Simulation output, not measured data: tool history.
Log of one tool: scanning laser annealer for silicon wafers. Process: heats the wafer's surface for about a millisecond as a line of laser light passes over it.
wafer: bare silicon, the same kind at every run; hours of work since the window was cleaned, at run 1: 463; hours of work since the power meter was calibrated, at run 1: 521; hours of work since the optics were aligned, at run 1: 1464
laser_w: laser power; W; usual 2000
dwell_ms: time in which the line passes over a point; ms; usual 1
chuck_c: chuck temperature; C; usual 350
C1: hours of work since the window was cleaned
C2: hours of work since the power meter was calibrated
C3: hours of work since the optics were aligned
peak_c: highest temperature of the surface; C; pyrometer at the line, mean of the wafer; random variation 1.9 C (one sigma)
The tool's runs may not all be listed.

run 1 hour=0 | laser_w=2000 dwell_ms=1 chuck_c=350 | C1=463 C2=521 C3=1464 | peak_c=1193
run 2 hour=17.6 | laser_w=2000 dwell_ms=0.89 chuck_c=350 | C1=476 C2=534 C3=1477 | peak_c=1137
run 3 hour=33.7 | laser_w=2000 dwell_ms=0.89 chuck_c=350 | C1=488 C2=545 C3=1489 | peak_c=1139
run 4 hour=49.9 | laser_w=2000 dwell_ms=0.89 chuck_c=350 | C1=500 C2=557 C3=1501 | peak_c=1133
run 5 hour=64.6 | laser_w=2000 dwell_ms=1.01 chuck_c=350 | C1=511 C2=568 C3=1512 | peak_c=1200
run 6 hour=73.3 | laser_w=2000 dwell_ms=1.01 chuck_c=350 | C1=517 C2=575 C3=1518 | peak_c=1202
run 7 hour=90.2 | laser_w=1724 dwell_ms=0.92 chuck_c=350 | C1=530 C2=587 C3=1531 | peak_c=1038
run 8 hour=102.5 | laser_w=1838 dwell_ms=0.87 chuck_c=334 | C1=539 C2=596 C3=1540 | peak_c=1046
run 9 hour=120.3 | laser_w=1838 dwell_ms=0.87 chuck_c=334 | C1=552 C2=609 C3=1553 | peak_c=1044
run 10 hour=131.8 | laser_w=1865 dwell_ms=1 chuck_c=334 | C1=560 C2=618 C3=1561 | peak_c=1121
run 11 hour=150.1 | laser_w=1782 dwell_ms=1 chuck_c=350 | C1=574 C2=631 C3=1575 | peak_c=1100

The next listed run, before its measurement:
-- hour=164.9 optics aligned, line set to its width
run 12 hour=168.3 | laser_w=1782 dwell_ms=1 chuck_c=350 | C1=584 C2=641 C3=2 | peak_c=?

Run 12 gave peak_c 1097 C.
Without the tool's hidden state the same run would have given peak_c 1097 C.

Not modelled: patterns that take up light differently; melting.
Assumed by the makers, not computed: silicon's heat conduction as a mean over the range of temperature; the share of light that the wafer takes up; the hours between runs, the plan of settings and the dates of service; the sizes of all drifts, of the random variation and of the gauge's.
